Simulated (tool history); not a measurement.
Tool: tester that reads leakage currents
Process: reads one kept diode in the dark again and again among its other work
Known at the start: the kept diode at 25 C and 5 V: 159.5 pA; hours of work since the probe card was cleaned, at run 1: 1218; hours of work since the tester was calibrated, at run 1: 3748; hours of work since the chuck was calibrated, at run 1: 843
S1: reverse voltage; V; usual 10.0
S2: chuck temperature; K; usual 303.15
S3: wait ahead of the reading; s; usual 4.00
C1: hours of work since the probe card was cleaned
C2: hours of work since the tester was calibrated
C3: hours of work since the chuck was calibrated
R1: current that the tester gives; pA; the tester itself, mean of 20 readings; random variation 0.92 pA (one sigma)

run 1 day=0.000 | S1=10.0 S2=303.15 S3=4.00 | C1=1218 C2=3748 C3=843 | R1=296.63
run 2 day=11.142 | S1=10.0 S2=303.15 S3=4.00 | C1=1338 C2=3869 C3=964 | R1=294.62
run 3 day=19.146 | S1=10.0 S2=303.15 S3=4.00 | C1=1425 C2=3955 C3=1050 | R1=292.66
-- day=28.358 chuck's temperature calibrated
run 4 day=30.496 | S1=10.0 S2=303.15 S3=4.00 | C1=1547 C2=4077 C3=23 | R1=317.17
run 5 day=35.846 | S1=10.0 S2=297.15 S3=4.00 | C1=1605 C2=4135 C3=81 | R1=208.45
run 6 day=45.221 | S1=10.0 S2=326.15 S3=4.00 | C1=1706 C2=4237 C3=183 | R1=1411.40
run 7 day=56.650 | S1=10.0 S2=326.15 S3=4.00 | C1=1830 C2=4361 C3=306 | R1=1389.31
-- day=62.275 tester calibrated
run 8 day=62.854 | S1=10.0 S2=326.15 S3=4.00 | C1=1896 C2=6 C3=373 | R1=1363.81
run 9 day=73.167 | S1=3.5 S2=303.15 S3=4.00 | C1=2008 C2=118 C3=484 | R1=192.26
run 10 day=81.450 | S1=18.0 S2=303.15 S3=4.00 | C1=2098 C2=208 C3=574 | R1=388.76
run 11 day=88.996 | S1=4.1 S2=294.15 S3=4.89 | C1=2179 C2=289 C3=656 | R1=107.22
run 12 day=94.692 | S1=6.1 S2=300.15 S3=4.89 | C1=2241 C2=351 C3=717 | R1=194.01
run 13 day=100.250 | S1=10.0 S2=308.15 S3=4.68 | C1=2301 C2=411 C3=777 | R1=415.21
run 14 day=106.900 | S1=13.0 S2=303.15 S3=4.00 | C1=2373 C2=483 C3=849 | R1=332.04
run 15 day=115.679 | S1=11.4 S2=303.15 S3=7.23 | C1=2468 C2=578 C3=944 | R1=310.64
run 16 day=126.254 | S1=19.0 S2=297.15 S3=1.64 | C1=2583 C2=693 C3=1059 | R1=263.48
-- day=134.196 chuck's temperature calibrated
run 17 day=134.196 | S1=19.0 S2=297.15 S3=1.64 | C1=2668 C2=778 C3=0 | R1=295.32
run 18 day=142.242 | S1=19.0 S2=297.15 S3=1.64 | C1=2755 C2=865 C3=87 | R1=295.76
run 19 day=147.950 | S1=19.0 S2=297.15 S3=1.64 | C1=2817 C2=927 C3=149 | R1=294.52

Forecast each of these 5 alternatives for the next run:
run A day=154.258 | S1=1.9 S2=328.15 S3=4.00 | C1=2885 C2=995 C3=217 | R1=?
run B day=154.258 | S1=4.0 S2=297.15 S3=1.64 | C1=2885 C2=995 C3=217 | R1=?
run C day=154.258 | S1=4.3 S2=302.15 S3=0.35 | C1=2885 C2=995 C3=217 | R1=?
run D day=154.258 | S1=1.4 S2=303.15 S3=4.00 | C1=2885 C2=995 C3=217 | R1=?
run E day=154.258 | S1=19.0 S2=300.15 S3=0.51 | C1=2885 C2=995 C3=217 | R1=?

run=A R1=800.10
run=B R1=142.77
run=C R1=210.07
run=D R1=137.36
run=E R1=361.05
Without the tool's hidden state the same runs would have given:
run=A R1=800.75
run=B R1=136.17
run=C R1=203.33
run=D R1=135.68
run=E R1=327.35

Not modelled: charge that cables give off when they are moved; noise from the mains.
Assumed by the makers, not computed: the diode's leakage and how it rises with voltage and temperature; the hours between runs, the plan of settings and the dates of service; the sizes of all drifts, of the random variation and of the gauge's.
